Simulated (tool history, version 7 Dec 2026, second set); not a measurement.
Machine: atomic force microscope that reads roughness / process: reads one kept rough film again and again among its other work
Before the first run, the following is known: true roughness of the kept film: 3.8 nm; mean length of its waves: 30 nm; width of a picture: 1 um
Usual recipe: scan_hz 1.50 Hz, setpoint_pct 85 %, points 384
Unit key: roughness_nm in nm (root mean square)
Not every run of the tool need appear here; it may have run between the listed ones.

| run | hour | scan_hz | setpoint_pct | points | roughness_nm |
|---|---|---|---|---|---|
| 1 | 0.0 | 1.50 | 85 | 384 | 3.051 |
| 2 | 14.8 | 1.50 | 85 | 570 | 2.826 |
| 3 | 23.0 | 2.50 | 85 | 384 | 2.614 |
|  | 40.0 | new tip fitted |
| 4 | 40.2 | 2.50 | 85 | 384 | 3.124 |
| 5 | 53.8 | 2.50 | 85 | 384 | 2.856 |
| 6 | 72.8 | 1.50 | 85 | 384 | 2.737 |
| 7 | 84.7 | 1.50 | 85 | 384 | 2.595 |
|  | 96.9 | new tip fitted |
| 8 | 98.8 | 1.05 | 85 | 384 | 3.278 |
| 9 | 114.0 | 1.05 | 85 | 384 | 3.021 |
| 10 | 132.4 | 1.21 | 85 | 384 | 2.749 |
| 11 | 151.5 | 1.50 | 85 | 766 | 2.515 |
|  | 154.2 | new tip fitted |
| 12 | 164.4 | 1.50 | 65 | 384 | 3.215 |
| 13 | 179.6 | 3.01 | 85 | 384 | 2.671 |
| 14 | 195.7 | 3.01 | 82 | 420 | 2.536 |
| 15 | 205.8 | 1.16 | 79 | 452 | 2.591 |
|  | 208.5 | height scale calibrated on a step standard |
|  | 212.8 | new tip fitted |
| 16 | 220.7 | 1.50 | 69 | 279 | 3.212 |
| 17 | 229.8 | 1.07 | 64 | 384 | 3.101 |
| 18 | 240.4 | 1.07 | 64 | 384 | 2.956 |
| 19 | 258.7 | 1.07 | 64 | 384 | 2.728 |
| 20 | 267.1 | 1.50 | 79 | 561 | 2.532 |
|  | 270.3 | new tip fitted |
| 21 | 277.8 | 1.50 | 79 | 561 | 3.164 |
|  | 284.9 | height scale calibrated on a step standard, once more |
| 22 | 288.3 | 1.50 | 79 | 561 | 2.988 |
| 23 | 305.5 | 0.58 | 78 | 295 | 2.836 |

What if the next run were any one of these 5? Each begins from the tool's condition after run 23:
| A | 313.7 | 1.50 | 86 | 384 | ? |
| B | 313.7 | 0.53 | 78 | 408 | ? |
| C | 313.7 | 1.28 | 57 | 1020 | ? |
| D | 313.7 | 3.65 | 85 | 384 | ? |
| E | 313.7 | 1.47 | 55 | 1002 | ? |

| run | roughness_nm |
|---|---|
| A | 2.623 |
| B | 2.732 |
| C | 2.774 |
| D | 2.369 |
| E | 2.785 |
The same runs, with their run-to-run variation unchanged, on a tool lacking any hidden condition would have given:
| run | roughness_nm |
|---|---|
| A | 3.267 |
| B | 3.406 |
| C | 3.457 |
| D | 2.952 |
| E | 3.470 |

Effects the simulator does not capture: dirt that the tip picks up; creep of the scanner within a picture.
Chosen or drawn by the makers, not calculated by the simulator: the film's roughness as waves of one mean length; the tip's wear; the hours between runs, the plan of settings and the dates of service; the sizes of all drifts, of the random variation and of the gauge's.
